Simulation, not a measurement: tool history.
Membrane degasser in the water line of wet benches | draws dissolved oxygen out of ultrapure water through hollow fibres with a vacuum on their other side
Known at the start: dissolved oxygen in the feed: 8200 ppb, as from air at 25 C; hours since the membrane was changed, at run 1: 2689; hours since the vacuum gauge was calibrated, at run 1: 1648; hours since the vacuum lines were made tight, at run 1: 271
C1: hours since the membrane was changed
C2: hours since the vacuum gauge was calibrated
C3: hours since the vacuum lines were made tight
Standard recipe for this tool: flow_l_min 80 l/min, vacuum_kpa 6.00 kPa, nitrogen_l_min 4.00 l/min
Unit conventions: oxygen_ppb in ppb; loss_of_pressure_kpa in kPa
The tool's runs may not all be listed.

{"run": 1, "day": 0.0, "flow_l_min": 80, "vacuum_kpa": 6.0, "nitrogen_l_min": 4.0, "C1": 2689, "C2": 1648, "C3": 271, "oxygen_ppb": 179.3, "loss_of_pressure_kpa": 40.79}
{"run": 2, "day": 1.183, "flow_l_min": 80, "vacuum_kpa": 6.0, "nitrogen_l_min": 4.0, "C1": 2718, "C2": 1676, "C3": 300, "oxygen_ppb": 182.8, "loss_of_pressure_kpa": 40.36}
{"run": 3, "day": 2.958, "flow_l_min": 110, "vacuum_kpa": 6.0, "nitrogen_l_min": 4.0, "C1": 2760, "C2": 1719, "C3": 342, "oxygen_ppb": 264.1, "loss_of_pressure_kpa": 55.43}
{"run": 4, "day": 5.717, "flow_l_min": 110, "vacuum_kpa": 6.0, "nitrogen_l_min": 4.0, "C1": 2827, "C2": 1785, "C3": 408, "oxygen_ppb": 260.9, "loss_of_pressure_kpa": 55.18}
{"run": 5, "day": 7.308, "flow_l_min": 110, "vacuum_kpa": 6.0, "nitrogen_l_min": 6.55, "C1": 2865, "C2": 1823, "C3": 447, "oxygen_ppb": 206.5, "loss_of_pressure_kpa": 55.42}
{"run": 6, "day": 9.908, "flow_l_min": 80, "vacuum_kpa": 9.19, "nitrogen_l_min": 4.0, "C1": 2927, "C2": 1886, "C3": 509, "oxygen_ppb": 314.5, "loss_of_pressure_kpa": 40.61}
{"day": 10.108, "done": "vacuum gauge calibrated"}
{"run": 7, "day": 11.179, "flow_l_min": 80, "vacuum_kpa": 6.0, "nitrogen_l_min": 4.0, "C1": 2957, "C2": 26, "C3": 539, "oxygen_ppb": 187.9, "loss_of_pressure_kpa": 40.8}
{"run": 8, "day": 13.15, "flow_l_min": 80, "vacuum_kpa": 9.7, "nitrogen_l_min": 4.0, "C1": 3005, "C2": 73, "C3": 586, "oxygen_ppb": 339.0, "loss_of_pressure_kpa": 40.51}
{"run": 9, "day": 15.8, "flow_l_min": 80, "vacuum_kpa": 9.7, "nitrogen_l_min": 4.0, "C1": 3068, "C2": 137, "C3": 650, "oxygen_ppb": 337.6, "loss_of_pressure_kpa": 40.71}
{"run": 10, "day": 17.6, "flow_l_min": 80, "vacuum_kpa": 9.7, "nitrogen_l_min": 4.0, "C1": 3111, "C2": 180, "C3": 693, "oxygen_ppb": 339.1, "loss_of_pressure_kpa": 40.35}
{"run": 11, "day": 20.179, "flow_l_min": 80, "vacuum_kpa": 9.7, "nitrogen_l_min": 4.0, "C1": 3173, "C2": 242, "C3": 755, "oxygen_ppb": 343.8, "loss_of_pressure_kpa": 40.6}
{"run": 12, "day": 21.412, "flow_l_min": 80, "vacuum_kpa": 4.68, "nitrogen_l_min": 8.38, "C1": 3203, "C2": 271, "C3": 785, "oxygen_ppb": 91.1, "loss_of_pressure_kpa": 40.36}
{"run": 13, "day": 24.179, "flow_l_min": 80, "vacuum_kpa": 4.68, "nitrogen_l_min": 8.38, "C1": 3269, "C2": 338, "C3": 851, "oxygen_ppb": 92.8, "loss_of_pressure_kpa": 40.52}
{"run": 14, "day": 25.95, "flow_l_min": 80, "vacuum_kpa": 7.95, "nitrogen_l_min": 4.0, "C1": 3312, "C2": 380, "C3": 893, "oxygen_ppb": 270.4, "loss_of_pressure_kpa": 40.73}
{"day": 26.579, "done": "vacuum gauge calibrated, once more"}
{"run": 15, "day": 27.571, "flow_l_min": 113, "vacuum_kpa": 7.95, "nitrogen_l_min": 2.14, "C1": 3350, "C2": 24, "C3": 932, "oxygen_ppb": 542.7, "loss_of_pressure_kpa": 57.59}
{"run": 16, "day": 30.088, "flow_l_min": 113, "vacuum_kpa": 7.95, "nitrogen_l_min": 2.14, "C1": 3411, "C2": 84, "C3": 992, "oxygen_ppb": 553.7, "loss_of_pressure_kpa": 57.29}
{"run": 17, "day": 32.771, "flow_l_min": 126, "vacuum_kpa": 11.18, "nitrogen_l_min": 7.69, "C1": 3475, "C2": 149, "C3": 1057, "oxygen_ppb": 406.2, "loss_of_pressure_kpa": 63.83}
{"run": 18, "day": 35.075, "flow_l_min": 98, "vacuum_kpa": 5.65, "nitrogen_l_min": 4.85, "C1": 3530, "C2": 204, "C3": 1112, "oxygen_ppb": 189.3, "loss_of_pressure_kpa": 49.85}
{"run": 19, "day": 37.358, "flow_l_min": 98, "vacuum_kpa": 5.65, "nitrogen_l_min": 4.85, "C1": 3585, "C2": 259, "C3": 1167, "oxygen_ppb": 189.8, "loss_of_pressure_kpa": 50.1}
{"run": 20, "day": 39.808, "flow_l_min": 98, "vacuum_kpa": 5.65, "nitrogen_l_min": 4.85, "C1": 3644, "C2": 318, "C3": 1226, "oxygen_ppb": 192.8, "loss_of_pressure_kpa": 49.96}
{"run": 21, "day": 42.175, "flow_l_min": 78, "vacuum_kpa": 5.65, "nitrogen_l_min": 4.85, "C1": 3701, "C2": 374, "C3": 1282, "oxygen_ppb": 142.3, "loss_of_pressure_kpa": 40.09}

Alternative continuations, all from the tool just after run 21; predict every row:
{"run": "A", "day": 43.708, "flow_l_min": 66, "vacuum_kpa": 6.0, "nitrogen_l_min": 4.18, "C1": 3737, "C2": 411, "C3": 1319, "oxygen_ppb": "?", "loss_of_pressure_kpa": "?"}
{"run": "B", "day": 43.708, "flow_l_min": 78, "vacuum_kpa": 3.95, "nitrogen_l_min": 4.85, "C1": 3737, "C2": 411, "C3": 1319, "oxygen_ppb": "?", "loss_of_pressure_kpa": "?"}
{"run": "C", "day": 43.708, "flow_l_min": 65, "vacuum_kpa": 9.85, "nitrogen_l_min": 2.19, "C1": 3737, "C2": 411, "C3": 1319, "oxygen_ppb": "?", "loss_of_pressure_kpa": "?"}
{"run": "D", "day": 43.708, "flow_l_min": 117, "vacuum_kpa": 6.63, "nitrogen_l_min": 6.53, "C1": 3737, "C2": 411, "C3": 1319, "oxygen_ppb": "?", "loss_of_pressure_kpa": "?"}

run=A oxygen_ppb=139.9 loss_of_pressure_kpa=33.86
run=B oxygen_ppb=82.6 loss_of_pressure_kpa=39.67
run=C oxygen_ppb=438.7 loss_of_pressure_kpa=33.39
run=D oxygen_ppb=247.2 loss_of_pressure_kpa=59.61
Had the tool no hidden state, the same runs would have come out as:
run=A oxygen_ppb=130.4 loss_of_pressure_kpa=32.48
run=B oxygen_ppb=70.7 loss_of_pressure_kpa=38.05
run=C oxygen_ppb=428.7 loss_of_pressure_kpa=32.04
run=D oxygen_ppb=227.2 loss_of_pressure_kpa=57.18
